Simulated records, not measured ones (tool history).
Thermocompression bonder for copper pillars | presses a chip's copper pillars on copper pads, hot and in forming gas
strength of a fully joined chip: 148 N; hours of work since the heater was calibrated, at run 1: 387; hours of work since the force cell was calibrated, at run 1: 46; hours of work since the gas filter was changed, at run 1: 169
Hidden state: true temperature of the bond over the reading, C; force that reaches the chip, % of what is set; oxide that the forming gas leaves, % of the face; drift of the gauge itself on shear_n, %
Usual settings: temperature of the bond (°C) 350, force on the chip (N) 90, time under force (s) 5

run   hour  temperature of the bond (°C)  force on the chip (N)  time under force (s)  hours of work since the heater was calibrated  hours of work since the force cell was calibrated  hours of work since the gas filter was changed  force that shears a chip off (N)
  1      0                           350                     90                     5                                            387                                                 46                                             169                              80.2
  2    8.3                           350                     90                     5                                            393                                                 52                                             175                              79.9
  3   17.9                           350                    101                     5                                            400                                                 59                                             181                              84.9
  4   24.1                           350                     90                     5                                            404                                                 63                                             186                              78.5
  5     35                           350                     90                     5                                            411                                                 71                                             193                              80.8
  6   41.5                           350                     90                     5                                            416                                                 75                                             198                              80.9
  7   49.9                           350                     90                     5                                            422                                                 81                                             204                              79.8
  8   55.1                           350                     90                     5                                            425                                                 84                                             207                              80.3
  9   62.9                           350                     90                     5                                            431                                                 90                                             213                              81.2
 10   71.6                           350                    113                     5                                            437                                                 96                                             219                              88.3
 11     81                           350                     90                     5                                            443                                                102                                             225                              80.4
 12   92.7                           350                     90                     5                                            451                                                111                                             233                              80.2
 13    103                           350                     66                     5                                            458                                                118                                             240                              68.4
 14  111.8                           339                    111                    14                                            465                                                124                                             246                               106
 15  116.7                           350                    106                     5                                            468                                                127                                             250                                86
 16  128.3                           369                     85                     5                                            476                                                135                                             258                              93.9
 17  135.2                           321                     61                    12                                            481                                                140                                             263                              64.4
 18  142.2                           329                     85                    12                                            486                                                145                                             268                              84.8
 19  153.4                           329                     85                    12                                            493                                                153                                             275                              82.9
 20  165.2                           329                     85                    12                                            502                                                161                                             283                              83.6
     171.5  -- forming gas filter changed
 21  171.5                           350                     66                     5                                            506                                                165                                               0                              68.1
 22  180.2                           350                     66                     5                                            512                                                171                                               6                              67.5
 23  187.4                           350                     66                     5                                            517                                                176                                              11                              68.6
 24    199                           350                     66                     5                                            525                                                184                                              19                              68.8
 25    204                           350                     66                     5                                            528                                                187                                              23                              68.5

5 ways to go on from here, each from the tool as it stands after run 25. What would each give?
  A  212.3                           344                     86                     5                                            534                                                193                                              28                                 ?
  B  212.3                           365                     87                     7                                            534                                                193                                              28                                 ?
  C  212.3                           326                     90                     9                                            534                                                193                                              28                                 ?
  D  212.3                           335                     66                    13                                            534                                                193                                              28                                 ?
  E  212.3                           347                     74                     5                                            534                                                193                                              28                                 ?

run  force that shears a chip off (N)
  A                              72.1
  B                             101.3
  C                                76
  D                              80.2
  E                                70
Without the tool's hidden state the same runs would have given:
run  force that shears a chip off (N)
  A                              72.6
  B                             101.8
  C                              76.6
  D                              80.7
  E                              70.5
